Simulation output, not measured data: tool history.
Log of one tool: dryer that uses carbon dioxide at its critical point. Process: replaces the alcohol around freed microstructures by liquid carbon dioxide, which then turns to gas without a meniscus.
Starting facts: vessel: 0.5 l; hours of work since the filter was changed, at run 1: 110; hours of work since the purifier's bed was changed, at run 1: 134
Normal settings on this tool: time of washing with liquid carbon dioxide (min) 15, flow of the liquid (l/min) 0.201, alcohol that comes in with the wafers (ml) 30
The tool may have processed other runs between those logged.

run	hour	time of washing with liquid carbon dioxide (min)	flow of the liquid (l/min)	alcohol that comes in with the wafers (ml)	hours of work since the filter was changed	hours of work since the purifier's bed was changed	alcohol left in the vessel before it's heated (ppm by volume)
1	0.0	15	0.201	30	110	134	262
2	6.2	13	0.201	30	112	137	524
3	13.3	13	0.201	30	115	139	521
4	17.6	11	0.201	30	116	141	1109
5	26.0	15	0.241	30	120	144	90
6	34.4	15	0.241	30	123	148	111
7	38.7	15	0.241	30	125	149	99
8	45.9	15	0.241	30	128	152	99
9	49.6	15	0.165	30	129	154	760
10	55.8	15	0.201	49	132	156	444
11	63.2	15	0.201	49	134	159	438
12	68.4	15	0.201	49	136	161	453
13	77.7	15	0.201	37	140	165	353
14	82.5	15	0.201	37	142	167	343
15	88.7	15	0.201	37	144	169	354
16	96.0	17	0.201	37	147	172	180
17	105.1	15	0.201	30	151	176	286

Run 18 comes next. What will it give?
18	109.5	15	0.201	30	153	177	?

{"run 18": {"alcohol left in the vessel before it's heated (ppm by volume)": 297}}
With no hidden state in the tool, this same run would have given alcohol left in the vessel before it's heated (ppm by volume) 186.
